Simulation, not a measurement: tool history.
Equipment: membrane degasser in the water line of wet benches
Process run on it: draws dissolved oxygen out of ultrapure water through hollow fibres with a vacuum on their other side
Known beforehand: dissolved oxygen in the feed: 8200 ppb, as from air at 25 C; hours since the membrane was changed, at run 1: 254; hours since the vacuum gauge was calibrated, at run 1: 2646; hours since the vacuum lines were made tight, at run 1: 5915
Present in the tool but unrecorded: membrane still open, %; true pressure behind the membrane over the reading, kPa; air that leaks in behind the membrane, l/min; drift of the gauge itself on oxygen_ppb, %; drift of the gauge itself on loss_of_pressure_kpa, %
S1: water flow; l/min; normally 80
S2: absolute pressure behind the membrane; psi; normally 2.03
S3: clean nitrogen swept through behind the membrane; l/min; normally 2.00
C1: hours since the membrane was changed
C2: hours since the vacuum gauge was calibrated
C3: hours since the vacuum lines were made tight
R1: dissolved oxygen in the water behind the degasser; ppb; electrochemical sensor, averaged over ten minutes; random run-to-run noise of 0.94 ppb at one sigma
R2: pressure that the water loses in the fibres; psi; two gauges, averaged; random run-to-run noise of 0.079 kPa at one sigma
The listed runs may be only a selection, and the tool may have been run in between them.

{"run": 1, "hour": 0.0, "S1": 80, "S2": 2.03, "S3": 2.0, "C1": 254, "C2": 2646, "C3": 5915, "R1": 817.5, "R2": 4.882}
{"run": 2, "hour": 36.6, "S1": 80, "S2": 2.03, "S3": 2.0, "C1": 291, "C2": 2683, "C3": 5952, "R1": 814.8, "R2": 4.86}
{"run": 3, "hour": 97.2, "S1": 80, "S2": 2.03, "S3": 2.0, "C1": 351, "C2": 2743, "C3": 6012, "R1": 818.7, "R2": 4.878}
{"run": 4, "hour": 148.0, "S1": 80, "S2": 2.03, "S3": 2.0, "C1": 402, "C2": 2794, "C3": 6063, "R1": 818.2, "R2": 4.873}
{"run": 5, "hour": 204.7, "S1": 80, "S2": 2.03, "S3": 2.0, "C1": 459, "C2": 2851, "C3": 6120, "R1": 817.8, "R2": 4.872}
{"run": 6, "hour": 253.9, "S1": 80, "S2": 2.03, "S3": 2.0, "C1": 508, "C2": 2900, "C3": 6169, "R1": 818.8, "R2": 4.872}
{"run": 7, "hour": 307.1, "S1": 80, "S2": 2.03, "S3": 2.0, "C1": 561, "C2": 2953, "C3": 6222, "R1": 819.0, "R2": 4.878}
{"run": 8, "hour": 375.1, "S1": 80, "S2": 2.03, "S3": 2.0, "C1": 629, "C2": 3021, "C3": 6290, "R1": 817.9, "R2": 4.837}
{"run": 9, "hour": 420.6, "S1": 80, "S2": 2.03, "S3": 2.0, "C1": 675, "C2": 3067, "C3": 6336, "R1": 817.2, "R2": 4.865}
{"run": 10, "hour": 469.0, "S1": 80, "S2": 2.03, "S3": 2.0, "C1": 723, "C2": 3115, "C3": 6384, "R1": 818.2, "R2": 4.856}
{"run": 11, "hour": 528.9, "S1": 80, "S2": 2.03, "S3": 2.0, "C1": 783, "C2": 3175, "C3": 6444, "R1": 819.2, "R2": 4.865}
{"run": 12, "hour": 574.6, "S1": 80, "S2": 2.03, "S3": 2.0, "C1": 829, "C2": 3221, "C3": 6490, "R1": 820.0, "R2": 4.85}
{"hour": 600.2, "done": "seals of the vacuum lines changed"}
{"run": 13, "hour": 608.0, "S1": 80, "S2": 2.03, "S3": 2.0, "C1": 860, "C2": 3252, "C3": 8, "R1": 819.6, "R2": 4.876}
{"run": 14, "hour": 644.6, "S1": 80, "S2": 2.03, "S3": 2.0, "C1": 897, "C2": 3289, "C3": 44, "R1": 817.9, "R2": 4.882}
{"run": 15, "hour": 704.8, "S1": 80, "S2": 2.03, "S3": 2.0, "C1": 957, "C2": 3349, "C3": 105, "R1": 819.6, "R2": 4.847}
{"run": 16, "hour": 764.8, "S1": 80, "S2": 2.03, "S3": 2.0, "C1": 1017, "C2": 3409, "C3": 165, "R1": 818.9, "R2": 4.875}
{"run": 17, "hour": 832.4, "S1": 83, "S2": 3.86, "S3": 2.0, "C1": 1085, "C2": 3476, "C3": 232, "R1": 1634.8, "R2": 5.065}
{"run": 18, "hour": 901.9, "S1": 99, "S2": 2.87, "S3": 2.52, "C1": 1154, "C2": 3546, "C3": 302, "R1": 1188.0, "R2": 6.045}
{"run": 19, "hour": 973.3, "S1": 99, "S2": 2.87, "S3": 2.52, "C1": 1225, "C2": 3617, "C3": 373, "R1": 1188.5, "R2": 6.052}
{"run": 20, "hour": 1040.2, "S1": 80, "S2": 1.96, "S3": 1.15, "C1": 1292, "C2": 3684, "C3": 440, "R1": 1153.3, "R2": 4.891}
{"run": 21, "hour": 1085.3, "S1": 80, "S2": 1.41, "S3": 0.96, "C1": 1337, "C2": 3729, "C3": 485, "R1": 860.5, "R2": 4.889}
{"run": 22, "hour": 1130.4, "S1": 72, "S2": 1.67, "S3": 1.47, "C1": 1383, "C2": 3774, "C3": 530, "R1": 747.9, "R2": 4.396}
{"run": 23, "hour": 1195.7, "S1": 80, "S2": 4.66, "S3": 4.07, "C1": 1448, "C2": 3840, "C3": 596, "R1": 1132.5, "R2": 4.878}
{"run": 24, "hour": 1246.5, "S1": 80, "S2": 1.89, "S3": 2.59, "C1": 1499, "C2": 3891, "C3": 646, "R1": 619.9, "R2": 4.875}
{"run": 25, "hour": 1284.2, "S1": 80, "S2": 1.89, "S3": 2.59, "C1": 1536, "C2": 3928, "C3": 684, "R1": 619.5, "R2": 4.892}
{"run": 26, "hour": 1347.0, "S1": 80, "S2": 1.89, "S3": 2.59, "C1": 1599, "C2": 3991, "C3": 747, "R1": 619.9, "R2": 4.894}
{"run": 27, "hour": 1396.8, "S1": 94, "S2": 4.77, "S3": 0.82, "C1": 1649, "C2": 4041, "C3": 797, "R1": 3494.1, "R2": 5.762}
{"run": 28, "hour": 1438.9, "S1": 80, "S2": 3.92, "S3": 2.0, "C1": 1691, "C2": 4083, "C3": 839, "R1": 1618.0, "R2": 4.87}
{"run": 29, "hour": 1478.6, "S1": 80, "S2": 3.92, "S3": 2.0, "C1": 1731, "C2": 4123, "C3": 878, "R1": 1619.9, "R2": 4.878}
{"run": 30, "hour": 1524.6, "S1": 54, "S2": 1.39, "S3": 2.33, "C1": 1777, "C2": 4169, "C3": 924, "R1": 327.3, "R2": 3.303}
{"run": 31, "hour": 1589.5, "S1": 55, "S2": 1.39, "S3": 1.11, "C1": 1842, "C2": 4234, "C3": 989, "R1": 594.9, "R2": 3.35}
{"run": 32, "hour": 1623.3, "S1": 55, "S2": 1.39, "S3": 3.52, "C1": 1876, "C2": 4267, "C3": 1023, "R1": 233.5, "R2": 3.392}

Alternative continuations, all from the tool just after run 32; predict every row:
{"run": "A", "hour": 1662.8, "S1": 73, "S2": 2.52, "S3": 4.26, "C1": 1915, "C2": 4307, "C3": 1063, "R1": "?", "R2": "?"}
{"run": "B", "hour": 1662.8, "S1": 103, "S2": 1.39, "S3": 3.52, "C1": 1915, "C2": 4307, "C3": 1063, "R1": "?", "R2": "?"}
{"run": "C", "hour": 1662.8, "S1": 80, "S2": 2.16, "S3": 2.0, "C1": 1915, "C2": 4307, "C3": 1063, "R1": "?", "R2": "?"}

run=A R1=535.0 R2=4.472
run=B R1=419.5 R2=6.311
run=C R1=883.2 R2=4.895
Without the tool's unlogged condition, the same runs would have read:
run=A R1=526.5 R2=4.432
run=B R1=405.5 R2=6.255
run=C R1=867.7 R2=4.852

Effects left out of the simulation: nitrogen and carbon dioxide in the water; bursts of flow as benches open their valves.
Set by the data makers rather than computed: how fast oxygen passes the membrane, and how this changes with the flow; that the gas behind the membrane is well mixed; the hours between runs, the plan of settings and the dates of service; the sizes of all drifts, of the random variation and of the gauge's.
